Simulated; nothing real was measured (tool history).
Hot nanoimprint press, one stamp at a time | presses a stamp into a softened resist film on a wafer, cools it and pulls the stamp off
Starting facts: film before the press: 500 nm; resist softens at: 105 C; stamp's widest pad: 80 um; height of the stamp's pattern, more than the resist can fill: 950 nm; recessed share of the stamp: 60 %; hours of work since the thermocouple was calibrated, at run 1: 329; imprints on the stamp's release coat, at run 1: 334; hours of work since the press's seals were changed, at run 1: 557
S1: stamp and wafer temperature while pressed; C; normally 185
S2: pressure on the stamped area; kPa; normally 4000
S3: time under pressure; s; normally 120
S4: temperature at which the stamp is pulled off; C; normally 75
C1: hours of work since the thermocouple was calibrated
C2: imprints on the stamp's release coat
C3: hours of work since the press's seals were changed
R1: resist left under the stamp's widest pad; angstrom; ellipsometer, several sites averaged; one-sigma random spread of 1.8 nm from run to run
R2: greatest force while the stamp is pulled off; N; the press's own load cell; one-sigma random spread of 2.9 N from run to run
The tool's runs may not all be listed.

{"run": 1, "hour": 0.0, "S1": 185, "S2": 4000, "S3": 120, "S4": 75, "C1": 329, "C2": 334, "C3": 557, "R1": 2851, "R2": 181}
{"run": 2, "hour": 47.9, "S1": 185, "S2": 5960, "S3": 120, "S4": 75, "C1": 365, "C2": 491, "C3": 593, "R1": 2423, "R2": 187}
{"run": 3, "hour": 96.0, "S1": 185, "S2": 5960, "S3": 120, "S4": 75, "C1": 401, "C2": 649, "C3": 629, "R1": 2455, "R2": 181}
{"run": 4, "hour": 124.9, "S1": 185, "S2": 5960, "S3": 120, "S4": 75, "C1": 423, "C2": 744, "C3": 651, "R1": 2455, "R2": 182}
{"hour": 136.2, "done": "stamp cleaned and given a new release coat"}
{"run": 5, "hour": 161.0, "S1": 185, "S2": 5020, "S3": 120, "S4": 75, "C1": 446, "C2": 81, "C3": 674, "R1": 2590, "R2": 179}
{"run": 6, "hour": 196.5, "S1": 189, "S2": 4000, "S3": 120, "S4": 75, "C1": 472, "C2": 198, "C3": 700, "R1": 2438, "R2": 191}
{"hour": 213.8, "done": "plate thermocouple calibrated"}
{"run": 7, "hour": 232.1, "S1": 189, "S2": 4000, "S3": 120, "S4": 75, "C1": 14, "C2": 304, "C3": 725, "R1": 2473, "R2": 183}
{"hour": 275.1, "done": "press's hydraulic seals changed and the load cell set to zero"}
{"run": 8, "hour": 295.7, "S1": 189, "S2": 4000, "S3": 120, "S4": 75, "C1": 55, "C2": 487, "C3": 16, "R1": 2450, "R2": 189}
{"run": 9, "hour": 347.1, "S1": 185, "S2": 4000, "S3": 120, "S4": 75, "C1": 94, "C2": 655, "C3": 54, "R1": 2883, "R2": 183}
{"hour": 381.7, "done": "stamp cleaned and given a new release coat"}
{"run": 10, "hour": 392.2, "S1": 185, "S2": 4000, "S3": 120, "S4": 65, "C1": 123, "C2": 34, "C3": 83, "R1": 2845, "R2": 218}
{"run": 11, "hour": 420.6, "S1": 185, "S2": 4000, "S3": 120, "S4": 65, "C1": 145, "C2": 127, "C3": 105, "R1": 2877, "R2": 220}
{"run": 12, "hour": 452.9, "S1": 185, "S2": 4000, "S3": 120, "S4": 65, "C1": 169, "C2": 233, "C3": 129, "R1": 2843, "R2": 217}
{"run": 13, "hour": 482.7, "S1": 185, "S2": 2580, "S3": 120, "S4": 75, "C1": 191, "C2": 331, "C3": 151, "R1": 3303, "R2": 183}
{"run": 14, "hour": 527.1, "S1": 184, "S2": 5430, "S3": 201, "S4": 82, "C1": 225, "C2": 477, "C3": 185, "R1": 2206, "R2": 156}
{"run": 15, "hour": 577.7, "S1": 192, "S2": 4360, "S3": 198, "S4": 68, "C1": 263, "C2": 642, "C3": 223, "R1": 1685, "R2": 213}
{"hour": 617.7, "done": "stamp cleaned and given a new release coat"}
{"run": 16, "hour": 636.9, "S1": 174, "S2": 4830, "S3": 68, "S4": 72, "C1": 303, "C2": 63, "C3": 263, "R1": 4279, "R2": 192}
{"run": 17, "hour": 685.6, "S1": 185, "S2": 4000, "S3": 61, "S4": 83, "C1": 339, "C2": 222, "C3": 299, "R1": 3498, "R2": 164}
{"run": 18, "hour": 741.9, "S1": 185, "S2": 4590, "S3": 61, "S4": 83, "C1": 381, "C2": 407, "C3": 341, "R1": 3351, "R2": 162}
{"run": 19, "hour": 785.7, "S1": 185, "S2": 4590, "S3": 233, "S4": 68, "C1": 414, "C2": 551, "C3": 374, "R1": 2138, "R2": 213}

Alternative continuations, all from the tool just after run 19; predict every row:
{"run": "A", "hour": 841.5, "S1": 185, "S2": 3140, "S3": 233, "S4": 66, "C1": 456, "C2": 733, "C3": 416, "R1": "?", "R2": "?"}
{"run": "B", "hour": 841.5, "S1": 185, "S2": 5660, "S3": 120, "S4": 75, "C1": 456, "C2": 733, "C3": 416, "R1": "?", "R2": "?"}
{"run": "C", "hour": 841.5, "S1": 195, "S2": 4480, "S3": 233, "S4": 63, "C1": 456, "C2": 733, "C3": 416, "R1": "?", "R2": "?"}
{"run": "D", "hour": 841.5, "S1": 185, "S2": 4000, "S3": 97, "S4": 75, "C1": 456, "C2": 733, "C3": 416, "R1": "?", "R2": "?"}
{"run": "E", "hour": 841.5, "S1": 175, "S2": 2940, "S3": 79, "S4": 68, "C1": 456, "C2": 733, "C3": 416, "R1": "?", "R2": "?"}

run=A R1=2503 R2=216
run=B R1=2498 R2=184
run=C R1=1362 R2=228
run=D R1=3051 R2=186
run=E R1=4492 R2=207
Without the tool's hidden state the same runs would have given:
run=A R1=2511 R2=216
run=B R1=2506 R2=183
run=C R1=1367 R2=227
run=D R1=3060 R2=185
run=E R1=4497 R2=206
